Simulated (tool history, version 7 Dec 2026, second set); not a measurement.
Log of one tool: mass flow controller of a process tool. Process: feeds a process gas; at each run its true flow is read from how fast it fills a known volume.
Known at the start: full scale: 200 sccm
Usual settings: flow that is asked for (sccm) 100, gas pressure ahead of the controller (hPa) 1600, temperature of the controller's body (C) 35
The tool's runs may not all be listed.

run    hour  flow that is asked for (sccm)  gas pressure ahead of the controller (hPa)  temperature of the controller's body (C)  true flow (%)
  1     0.0                            100                                        1600                                        35          98.12
  2    53.2                            100                                        1600                                        35          98.16
  3   118.1                            100                                        1600                                        35          98.24
  4   191.8                            100                                        1600                                        35          98.13
  5   234.1                            100                                        1800                                        35          97.98
  6   287.3                            100                                        1800                                        35          97.96
  7   342.0                            100                                        1800                                        35          97.81
  8   388.7                            100                                        1800                                        35          97.77
  9   474.9                            100                                        1600                                        35          97.93
 10   549.2                            100                                        1600                                        35          97.92
 11   633.7                            100                                        2180                                        35          97.53
 12   702.6                            100                                        2650                                        35          97.03
 13   744.5                            100                                        1670                                        35          97.88
 14   815.1                            100                                        1600                                        35          97.95
 15   876.5                             85                                        1990                                        28          98.00
      883.5  -- controller's zero set anew
 16   951.2                             95                                        1460                                        30          97.98
 17  1040.2                             95                                        1460                                        30          98.12
 18  1137.7                             95                                        1460                                        30          97.87
 19  1214.3                            100                                        1600                                        25          98.39
     1259.3  -- controller's zero set anew, once more
 20  1260.8                             23                                        1510                                        28          98.98
 21  1340.4                            100                                        1600                                        23          99.59
 22  1412.6                            151                                        2130                                        28          99.06
 23  1478.0                            151                                        2130                                        28          99.00
 24  1548.1                             31                                        1460                                        35          98.20
 25  1607.6                             90                                        1700                                        29          98.91
 26  1656.7                             90                                        1700                                        29          98.87
 27  1744.0                             90                                        1700                                        29          98.70
 28  1794.7                             90                                        2500                                        24          98.92

4 ways to go on from here, each from the tool as it stands after run 28. What would each give?
  A  1861.6                            139                                        1550                                        22              ?
  B  1861.6                            100                                        1600                                        22              ?
  C  1861.6                             39                                        1520                                        26              ?
  D  1861.6                             38                                        1940                                        21              ?

run  true flow (%)
  A          99.73
  B          99.65
  C          98.76
  D          98.98
Without the tool's hidden state the same runs would have given:
run  true flow (%)
  A         100.29
  B         100.27
  C          99.72
  D          99.94
